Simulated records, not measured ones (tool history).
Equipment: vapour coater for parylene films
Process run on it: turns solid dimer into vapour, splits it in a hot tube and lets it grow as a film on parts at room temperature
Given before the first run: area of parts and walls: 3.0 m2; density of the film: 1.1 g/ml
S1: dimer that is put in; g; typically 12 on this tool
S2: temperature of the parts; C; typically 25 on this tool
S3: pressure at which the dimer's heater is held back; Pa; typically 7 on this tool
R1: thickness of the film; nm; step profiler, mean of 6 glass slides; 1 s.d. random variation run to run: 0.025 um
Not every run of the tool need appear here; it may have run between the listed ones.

Run 1, hour 0: usual settings. Result: R1 1800 nm.
Run 2, hour 19.2: usual settings. Result: R1 1790 nm.
Run 3, hour 35.1: usual settings. Result: R1 1780 nm.
Run 4, hour 43.2: usual settings. Result: R1 1770 nm.
Run 5, hour 62.1: usual settings. Result: R1 1780 nm.
Run 6, hour 70.3: usual settings. Result: R1 1780 nm.
Run 7, hour 85.7: usual settings. Result: R1 1740 nm.
Run 8, hour 95.5: usual settings but S1 6 g. Result: R1 910 nm.
Run 9, hour 108.4: usual settings but S1 6 g. Result: R1 880 nm.
Run 10, hour 117.9: usual settings but S2 22 C, S3 11.51 Pa. Result: R1 1720 nm.
Run 11, hour 127.3: usual settings but S1 6 g, S2 23 C, S3 7.89 Pa. Result: R1 890 nm.
Run 12, hour 139.8: usual settings but S1 6 g, S2 23 C, S3 7.89 Pa. Result: R1 860 nm.
Run 13, hour 150.2: usual settings but S2 36 C, S3 3.47 Pa. Result: R1 1530 nm.
Run 14, hour 164.7: usual settings but S2 36 C, S3 3.47 Pa. Result: R1 1500 nm.
Run 15, hour 178.8: usual settings but S2 36 C, S3 3.47 Pa. Result: R1 1510 nm.
Run 16, hour 198: usual settings but S2 36 C, S3 3.47 Pa. Result: R1 1570 nm.
Run 17, hour 210.6: usual settings but S1 21 g, S2 23 C, S3 2.32 Pa. Result: R1 3560 nm.

Removed from this log: 2 entries logged between the listed runs. Between which two listed runs does each belong, and how does the tool's hidden state at the listed run before it compare with that at the listed run after it?
Between runs 6 and 7: table's thermometer calibrated (hour 73)
  vapour lost through the trap's worn valve, %: 5.8 -> 6.2; true temperature of the parts over the reading, C: 0.08 -> 0.11
  measured minus no-state result, R1: -120 -> -120 nm
Between runs 12 and 13: table's thermometer calibrated, once more (hour 143.4)
  vapour lost through the trap's worn valve, %: 7.7 -> 7.9; true temperature of the parts over the reading, C: 0.13 -> -0.03
  measured minus no-state result, R1: -80 -> -130 nm

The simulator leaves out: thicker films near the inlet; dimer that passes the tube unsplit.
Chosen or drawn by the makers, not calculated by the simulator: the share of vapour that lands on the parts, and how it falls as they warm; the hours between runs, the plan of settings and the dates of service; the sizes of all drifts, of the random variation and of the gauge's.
